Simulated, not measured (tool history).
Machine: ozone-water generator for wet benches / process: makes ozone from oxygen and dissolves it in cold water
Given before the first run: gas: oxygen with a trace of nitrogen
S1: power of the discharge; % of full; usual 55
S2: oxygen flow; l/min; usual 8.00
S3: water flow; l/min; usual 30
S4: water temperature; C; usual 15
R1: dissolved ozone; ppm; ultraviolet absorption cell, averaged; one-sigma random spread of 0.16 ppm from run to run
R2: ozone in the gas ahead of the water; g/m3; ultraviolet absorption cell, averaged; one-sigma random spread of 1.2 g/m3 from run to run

run 1 hour=0.0 | S1=55 S2=8.00 S3=30 S4=15 | R1=20.2 R2=224.1
run 2 hour=157.8 | S1=55 S2=8.73 S3=30 S4=15 | R1=20.1 R2=216.7
run 3 hour=341.3 | S1=55 S2=8.00 S3=30 S4=15 | R1=19.9 R2=222.9
run 4 hour=480.8 | S1=55 S2=9.74 S3=30 S4=15 | R1=20.3 R2=203.8
run 5 hour=641.1 | S1=55 S2=9.74 S3=30 S4=15 | R1=20.0 R2=201.1
-- hour=670.1 water thermometer calibrated
run 6 hour=778.9 | S1=55 S2=9.74 S3=30 S4=15 | R1=20.3 R2=203.6
run 7 hour=908.8 | S1=55 S2=9.74 S3=30 S4=15 | R1=20.2 R2=203.7
run 8 hour=1077.4 | S1=55 S2=8.00 S3=30 S4=18 | R1=19.1 R2=224.0
run 9 hour=1201.5 | S1=55 S2=8.00 S3=38 S4=15 | R1=16.1 R2=226.2
run 10 hour=1348.5 | S1=55 S2=8.00 S3=38 S4=15 | R1=16.5 R2=223.2
run 11 hour=1429.7 | S1=55 S2=8.00 S3=38 S4=15 | R1=16.2 R2=225.6
run 12 hour=1526.1 | S1=55 S2=8.00 S3=38 S4=15 | R1=16.3 R2=223.6
run 13 hour=1694.8 | S1=55 S2=8.00 S3=30 S4=18 | R1=19.2 R2=223.9
run 14 hour=1778.2 | S1=55 S2=8.00 S3=30 S4=18 | R1=19.3 R2=224.1
run 15 hour=1887.9 | S1=55 S2=5.16 S3=30 S4=15 | R1=18.8 R2=277.7
run 16 hour=1997.9 | S1=55 S2=5.16 S3=30 S4=15 | R1=18.9 R2=274.8
run 17 hour=2171.9 | S1=70 S2=8.00 S3=23 S4=15 | R1=30.1 R2=275.8
run 18 hour=2331.4 | S1=71 S2=8.00 S3=29 S4=15 | R1=25.4 R2=277.3
run 19 hour=2478.5 | S1=53 S2=6.09 S3=34 S4=15 | R1=16.9 R2=251.0
run 20 hour=2662.4 | S1=74 S2=5.26 S3=42 S4=9 | R1=18.2 R2=350.3
run 21 hour=2857.6 | S1=74 S2=5.26 S3=42 S4=9 | R1=17.9 R2=350.3
run 22 hour=2978.9 | S1=67 S2=8.81 S3=21 S4=9 | R1=34.4 R2=250.3
run 23 hour=3100.9 | S1=49 S2=8.00 S3=32 S4=15 | R1=17.2 R2=203.0
run 24 hour=3271.2 | S1=55 S2=8.00 S3=30 S4=11 | R1=21.0 R2=224.3
run 25 hour=3421.7 | S1=47 S2=5.14 S3=31 S4=11 | R1=16.6 R2=242.9
run 26 hour=3511.9 | S1=47 S2=5.14 S3=20 S4=11 | R1=24.7 R2=242.4
run 27 hour=3622.3 | S1=96 S2=9.53 S3=24 S4=15 | R1=38.2 R2=326.1

Forecast each of these 5 alternatives for the next run:
run A hour=3798.3 | S1=96 S2=4.45 S3=24 S4=15 | R1=? R2=?
run B hour=3798.3 | S1=55 S2=6.29 S3=27 S4=15 | R1=? R2=?
run C hour=3798.3 | S1=59 S2=8.00 S3=30 S4=15 | R1=? R2=?
run D hour=3798.3 | S1=76 S2=8.00 S3=30 S4=18 | R1=? R2=?
run E hour=3798.3 | S1=96 S2=9.53 S3=41 S4=10 | R1=? R2=?

run=A R1=35.9 R2=471.6
run=B R1=21.4 R2=250.0
run=C R1=21.0 R2=237.7
run=D R1=25.2 R2=292.5
run=E R1=26.1 R2=328.2
Had the tool no hidden state, the same runs would have come out as:
run=A R1=36.0 R2=472.5
run=B R1=21.4 R2=250.4
run=C R1=21.1 R2=238.0
run=D R1=25.2 R2=293.0
run=E R1=26.2 R2=328.9
